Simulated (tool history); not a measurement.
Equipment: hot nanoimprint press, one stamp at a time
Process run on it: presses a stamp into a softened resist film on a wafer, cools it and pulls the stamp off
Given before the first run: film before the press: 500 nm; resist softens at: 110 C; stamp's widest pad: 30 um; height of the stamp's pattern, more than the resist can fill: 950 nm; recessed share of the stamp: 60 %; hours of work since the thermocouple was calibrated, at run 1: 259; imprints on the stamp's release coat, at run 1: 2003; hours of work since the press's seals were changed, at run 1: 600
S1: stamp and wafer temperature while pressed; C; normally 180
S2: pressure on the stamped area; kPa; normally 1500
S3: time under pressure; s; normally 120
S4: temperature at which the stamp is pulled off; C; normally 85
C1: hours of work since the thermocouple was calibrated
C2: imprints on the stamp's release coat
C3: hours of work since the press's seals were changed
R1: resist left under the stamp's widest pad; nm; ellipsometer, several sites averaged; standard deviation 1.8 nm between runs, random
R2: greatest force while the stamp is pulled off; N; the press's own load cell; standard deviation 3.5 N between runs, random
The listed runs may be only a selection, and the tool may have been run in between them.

run    hour   S1    S2   S3  S4   C1    C2   C3     R1   R2
  1       0  180  1500  120  85  259  2003  600  291.2  172
       35.6  -- stamp cleaned and given a new release coat
  2    88.4  180  1500  120  85  325   203  666  292.8  169
  3   167.5  180  1500  120  85  388   509  729  292.9  158
  4   224.8  180  1500  120  85  433   730  774  294.4  165
      248.2  -- plate thermocouple calibrated
  5   279.8  180  1500  120  85   25   930  816  289.4  166
  6   339.7  180  1500  151  85   73  1161  863  271.7  172
  7   411.2  188  1500  120  85  130  1437  920  206.8  171
  8   447.2  188  1500  120  85  158  1576  949  206.6  171
  9   501.6  180  1500  120  90  201  1786  992  290.2  157
      534.6  -- press's hydraulic seals changed and the load cell set to zero
 10   576.6  180  1500  120  86  255  2045   33  290.8  172
      600.3  -- stamp cleaned and given a new release coat
 11     650  180  1500  120  86  308   191   87  291.4  165
 12   704.2  180  1500  120  86  351   401  130  292.7  166
 13   783.3  180  1500  120  86  414   706  193  288.7  166
      833.6  -- plate thermocouple calibrated
 14     858  180  1500  120  86   19   983  250  289.8  166
 15   898.5  180  1500  120  86   52  1139  282  294.9  161
 16   964.3  182  1500   92  86  104  1393  334  293.9  170
 17  1012.2  168  2310  120  83  142  1577  372  396.3  173
 18  1048.1  168  1940  195  83  170  1716  401  371.6  169
 19  1083.6  168  1940  195  83  199  1853  429  373.2  173
 20  1117.9  171  1500  218  85  226  1985  456  352.3  170
     1153.6  -- stamp cleaned and given a new release coat
 21  1185.8  171  1500  218  85  275   124  505  350.7  172
 22    1256  171  1500  218  85  331   395  561    350  172
 23  1328.9  182  1500  120  85  389   676  619  267.9  168
     1409.1  -- plate thermocouple calibrated
 24  1413.5  189  1500  120  81    4   991  684  195.3  180
 25    1456  179  1500  120  85   37  1155  718  304.8  168
 26  1538.3  190  1500  120  85  103  1472  783  187.7  162
 27  1590.3  182  1500   87  92  144  1673  824  296.2  155
 28  1672.3  188  1500  120  85  209  1989  889  206.7  172
     1707.3  -- stamp cleaned and given a new release coat
 29  1758.8  188  1500  120  85  273   199  953  208.3  172

Alternative continuations, all from the tool just after run 29; predict every row:
  A  1811.8  181  1810  232  85  315  403  995   ?   ?
  B  1811.8  178  1500  120  77  315  403  995   ?   ?
  C  1811.8  190   980  120  92  315  403  995   ?   ?
  D  1811.8  180  1500  222  82  315  403  995   ?   ?

run     R1   R2
  A  202.8  170
  B  313.9  182
  C  226.2  152
  D  235.4  179
With no hidden state in the tool, these same runs would have given:
run     R1   R2
  A  202.4  170
  B  313.4  181
  C  225.8  151
  D  234.9  179
